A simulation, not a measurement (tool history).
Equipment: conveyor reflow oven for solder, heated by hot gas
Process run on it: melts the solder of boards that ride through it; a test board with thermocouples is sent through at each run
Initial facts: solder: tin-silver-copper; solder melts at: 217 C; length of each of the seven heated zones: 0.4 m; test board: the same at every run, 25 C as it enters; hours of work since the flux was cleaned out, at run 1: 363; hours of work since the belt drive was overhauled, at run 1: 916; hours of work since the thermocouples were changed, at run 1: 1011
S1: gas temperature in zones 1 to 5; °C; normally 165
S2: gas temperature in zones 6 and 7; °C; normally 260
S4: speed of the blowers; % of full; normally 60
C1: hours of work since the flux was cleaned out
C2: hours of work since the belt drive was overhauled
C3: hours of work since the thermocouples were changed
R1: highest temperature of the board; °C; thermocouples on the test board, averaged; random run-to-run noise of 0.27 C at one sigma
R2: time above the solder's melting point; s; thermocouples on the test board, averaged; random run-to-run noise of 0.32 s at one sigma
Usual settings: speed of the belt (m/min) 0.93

run 1 hour=0 | S1=165 S2=260 speed_of_the_belt_(m/min)=0.93 S4=60 | C1=363 C2=916 C3=1011 | R1=244.8 R2=33.2
run 2 hour=27.3 | S1=165 S2=260 speed_of_the_belt_(m/min)=0.93 S4=60 | C1=383 C2=936 C3=1031 | R1=244.9 R2=33.7
-- hour=38.7 flux residue cleaned out of gas plates and filters
run 3 hour=59.8 | S1=165 S2=260 speed_of_the_belt_(m/min)=0.93 S4=60 | C1=16 C2=957 C3=1052 | R1=246.4 R2=34.9
-- hour=66.5 belt drive overhauled, speed set with a stopwatch
run 4 hour=80.3 | S1=165 S2=260 speed_of_the_belt_(m/min)=0.93 S4=60 | C1=28 C2=10 C3=1064 | R1=246.5 R2=35.3
run 5 hour=102.7 | S1=165 S2=260 speed_of_the_belt_(m/min)=1.008 S4=60 | C1=45 C2=27 C3=1081 | R1=243.9 R2=30.2
-- hour=120.5 belt drive overhauled, speed set with a stopwatch, once more
run 6 hour=121.6 | S1=165 S2=260 speed_of_the_belt_(m/min)=1.008 S4=60 | C1=56 C2=1 C3=1092 | R1=243.2 R2=28.6
run 7 hour=148 | S1=155 S2=255 speed_of_the_belt_(m/min)=1.026 S4=73 | C1=76 C2=21 C3=1112 | R1=238.9 R2=24.1
run 8 hour=167.5 | S1=165 S2=260 speed_of_the_belt_(m/min)=0.988 S4=60 | C1=90 C2=35 C3=1127 | R1=244 R2=29.5
run 9 hour=191.7 | S1=165 S2=270 speed_of_the_belt_(m/min)=0.93 S4=62 | C1=109 C2=53 C3=1145 | R1=254.8 R2=38.2
run 10 hour=210 | S1=151 S2=256 speed_of_the_belt_(m/min)=0.93 S4=54 | C1=122 C2=67 C3=1158 | R1=238.4 R2=25.8
run 11 hour=228.9 | S1=151 S2=256 speed_of_the_belt_(m/min)=0.93 S4=86 | C1=136 C2=81 C3=1172 | R1=243.4 R2=30.1

Predict each of these 4 candidate next runs independently; none follows another, all start after run 11:
run A hour=257.3 | S1=169 S2=256 speed_of_the_belt_(m/min)=0.93 S4=81 | C1=158 C2=102 C3=1194 | R1=? R2=?
run B hour=257.3 | S1=151 S2=256 speed_of_the_belt_(m/min)=0.93 S4=59 | C1=158 C2=102 C3=1194 | R1=? R2=?
run C hour=257.3 | S1=174 S2=251 speed_of_the_belt_(m/min)=0.978 S4=86 | C1=158 C2=102 C3=1194 | R1=? R2=?
run D hour=257.3 | S1=164 S2=260 speed_of_the_belt_(m/min)=0.93 S4=60 | C1=158 C2=102 C3=1194 | R1=? R2=?

run=A R1=245.4 R2=34.6
run=B R1=239.3 R2=26.6
run=C R1=240.6 R2=31.7
run=D R1=246.1 R2=32.8
Take away the tool's hidden state, keep each run's random variation, and the runs would have read:
run=A R1=245.1 R2=34.6
run=B R1=239.2 R2=26.6
run=C R1=240.3 R2=31.7
run=D R1=245.9 R2=32.8
